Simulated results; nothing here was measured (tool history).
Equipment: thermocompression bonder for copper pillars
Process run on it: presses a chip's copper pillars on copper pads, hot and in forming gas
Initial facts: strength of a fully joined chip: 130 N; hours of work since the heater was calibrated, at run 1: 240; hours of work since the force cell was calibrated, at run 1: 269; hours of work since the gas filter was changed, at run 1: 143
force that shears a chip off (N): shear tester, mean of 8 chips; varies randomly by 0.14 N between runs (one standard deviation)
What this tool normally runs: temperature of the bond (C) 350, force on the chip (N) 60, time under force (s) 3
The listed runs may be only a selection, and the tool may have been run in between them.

| run | hour | temperature of the bond (C) | force on the chip (N) | time under force (s) | hours of work since the heater was calibrated | hours of work since the force cell was calibrated | hours of work since the gas filter was changed | force that shears a chip off (N) |
|---|---|---|---|---|---|---|---|---|
| 1 | 0.0 | 350 | 60 | 3 | 240 | 269 | 143 | 46.7 |
| 2 | 5.9 | 350 | 60 | 3 | 244 | 273 | 147 | 46.9 |
| 3 | 16.9 | 350 | 60 | 3 | 251 | 280 | 154 | 46.6 |
| 4 | 26.3 | 350 | 60 | 3 | 257 | 286 | 160 | 46.8 |
| 5 | 35.7 | 350 | 60 | 3 | 263 | 292 | 166 | 46.4 |
| 6 | 44.5 | 366 | 60 | 3 | 269 | 297 | 172 | 54.8 |
| 7 | 50.6 | 366 | 60 | 3 | 273 | 301 | 176 | 54.7 |
|  | 52.6 | force cell calibrated |
| 8 | 56.9 | 350 | 65 | 3 | 276 | 3 | 179 | 49.3 |
| 9 | 65.7 | 350 | 65 | 3 | 281 | 8 | 184 | 49.1 |
| 10 | 70.2 | 376 | 59 | 4 | 284 | 11 | 187 | 65.3 |

Forecast each of these 5 alternatives for the next run:
| A | 77.1 | 369 | 42 | 3 | 289 | 16 | 192 | ? |
| B | 77.1 | 370 | 70 | 2 | 289 | 16 | 192 | ? |
| C | 77.1 | 376 | 62 | 3 | 289 | 16 | 192 | ? |
| D | 77.1 | 350 | 66 | 4 | 289 | 16 | 192 | ? |
| E | 77.1 | 332 | 36 | 6 | 289 | 16 | 192 | ? |

| run | force that shears a chip off (N) |
|---|---|
| A | 42.6 |
| B | 54.8 |
| C | 61.1 |
| D | 55.2 |
| E | 32.4 |
With the hidden condition removed and each run's random variation left untouched, the same runs would have given:
| run | force that shears a chip off (N) |
|---|---|
| A | 45.0 |
| B | 57.8 |
| C | 64.5 |
| D | 58.3 |
| E | 34.2 |
